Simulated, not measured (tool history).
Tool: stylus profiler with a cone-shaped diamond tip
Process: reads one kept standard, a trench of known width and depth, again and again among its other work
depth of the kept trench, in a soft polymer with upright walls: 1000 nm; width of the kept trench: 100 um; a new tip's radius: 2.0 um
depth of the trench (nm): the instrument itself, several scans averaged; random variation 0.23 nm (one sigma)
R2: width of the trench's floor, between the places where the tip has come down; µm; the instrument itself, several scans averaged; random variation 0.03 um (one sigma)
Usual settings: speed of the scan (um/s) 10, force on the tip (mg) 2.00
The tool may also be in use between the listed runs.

Run 1, hour 0.0: usual settings. Result: depth of the trench (nm) 1012.99, R2 96.04 µm.
Run 2, hour 24.5: usual settings. Result: depth of the trench (nm) 1013.04, R2 96.00 µm.
Run 3, hour 52.9: usual settings. Result: depth of the trench (nm) 1012.76, R2 96.04 µm.
Run 4, hour 70.0: usual settings but force on the tip (mg) 1.53. Result: depth of the trench (nm) 1010.40, R2 96.01 µm.
Run 5, hour 94.5: usual settings but force on the tip (mg) 1.53. Result: depth of the trench (nm) 1010.50, R2 96.03 µm.
Run 6, hour 126.3: usual settings but force on the tip (mg) 1.53. Result: depth of the trench (nm) 1010.76, R2 96.01 µm.
Run 7, hour 160.4: usual settings but force on the tip (mg) 1.53. Result: depth of the trench (nm) 1010.56, R2 95.95 µm.
Run 8, hour 183.0: usual settings but speed of the scan (um/s) 3. Result: depth of the trench (nm) 1012.64, R2 95.95 µm.
Run 9, hour 215.8: usual settings but force on the tip (mg) 1.45. Result: depth of the trench (nm) 1010.30, R2 95.94 µm.
Run 10, hour 252.1: usual settings but force on the tip (mg) 1.45. Result: depth of the trench (nm) 1009.50, R2 95.90 µm.
Run 11, hour 285.8: usual settings but speed of the scan (um/s) 2, force on the tip (mg) 1.95. Result: depth of the trench (nm) 1012.50, R2 95.88 µm.
Run 12, hour 305.0: usual settings but speed of the scan (um/s) 3, force on the tip (mg) 0.94. Result: depth of the trench (nm) 1007.25, R2 95.89 µm.
Run 13, hour 325.3: usual settings but speed of the scan (um/s) 3, force on the tip (mg) 0.94. Result: depth of the trench (nm) 1006.92, R2 95.92 µm.
Run 14, hour 356.5: usual settings but speed of the scan (um/s) 3, force on the tip (mg) 0.75. Result: depth of the trench (nm) 1005.78, R2 95.91 µm.
Run 15, hour 388.8: usual settings but speed of the scan (um/s) 7, force on the tip (mg) 3.03. Result: depth of the trench (nm) 1017.05, R2 95.84 µm.
Run 16, hour 415.9: usual settings but speed of the scan (um/s) 20, force on the tip (mg) 3.40. Result: depth of the trench (nm) 1018.55, R2 95.92 µm.
Run 17, hour 446.5: usual settings but speed of the scan (um/s) 20, force on the tip (mg) 3.40. Result: depth of the trench (nm) 1018.59, R2 95.80 µm.
Run 18, hour 463.9: usual settings but force on the tip (mg) 3.01. Result: depth of the trench (nm) 1016.97, R2 95.80 µm.

Some steps in depth of the trench (nm) between neighbouring runs. How much of each would the tool show without its hidden state too (settings, what came in, random variation), and how much is left for the hidden state, with any gauge scatter that isn't in both results?
The hidden state here: radius of the tip, um; height scale over the true one, %; drift of the gauge itself on depth_nm, %; drift of the gauge itself on floor_um, %.
Run 14 -> 15: speed of the scan (um/s) 3 -> 7, force on the tip (mg) 0.75 -> 3.03. depth of the trench (nm) +11.27: hidden state -0.04, all else +11.31.
